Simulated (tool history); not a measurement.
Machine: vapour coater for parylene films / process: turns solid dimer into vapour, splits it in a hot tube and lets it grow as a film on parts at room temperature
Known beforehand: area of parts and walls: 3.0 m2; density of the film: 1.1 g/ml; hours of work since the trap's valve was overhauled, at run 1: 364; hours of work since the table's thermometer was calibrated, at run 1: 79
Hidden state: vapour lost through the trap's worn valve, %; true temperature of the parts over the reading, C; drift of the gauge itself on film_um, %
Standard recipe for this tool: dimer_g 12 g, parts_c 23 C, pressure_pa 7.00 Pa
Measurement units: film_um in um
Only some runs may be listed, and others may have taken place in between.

run   hour  dimer_g  parts_c  pressure_pa  hours of work since the trap's valve was overhauled  hours of work since the table's thermometer was calibrated  film_um
  1    0.0       12       23         7.00                                                  364                                                          79     2.11
  2   26.8        5       23         7.00                                                  377                                                          93     0.86
  3   52.8        5       23         7.00                                                  391                                                         106     0.91
  4   91.0        5       23         7.00                                                  410                                                         126     0.87
  5  123.5       12       23         7.00                                                  427                                                         142     2.12
  6  167.2       12       16         7.00                                                  449                                                         165     2.69
  7  201.7       12       23         7.00                                                  467                                                         182     2.15
  8  222.1       12       23         7.00                                                  477                                                         193     2.15
  9  245.8       12       23         7.00                                                  489                                                         205     2.04
 10  289.1       12       23         7.00                                                  511                                                         227     2.08
     315.3  -- trap's valve overhauled
 11  318.2        6       16         5.93                                                    1                                                         239     1.45
 12  357.7       21       29         2.94                                                   22                                                         260     3.55
 13  390.9        9       21        11.37                                                   39                                                         277     1.78
 14  412.1       15       18         7.00                                                   49                                                         287     3.40
 15  435.1       15       18         7.00                                                   61                                                         299     3.41
 16  458.5       15       18         7.00                                                   73                                                         311     3.40

The next listed run, before its measurement:
 17  493.9        8       17        11.22                                                   91                                                         329        ?

{"run 17": {"film_um": 1.77}}
The same run, on a tool lacking any hidden state, would have yielded film_um 1.79 um.

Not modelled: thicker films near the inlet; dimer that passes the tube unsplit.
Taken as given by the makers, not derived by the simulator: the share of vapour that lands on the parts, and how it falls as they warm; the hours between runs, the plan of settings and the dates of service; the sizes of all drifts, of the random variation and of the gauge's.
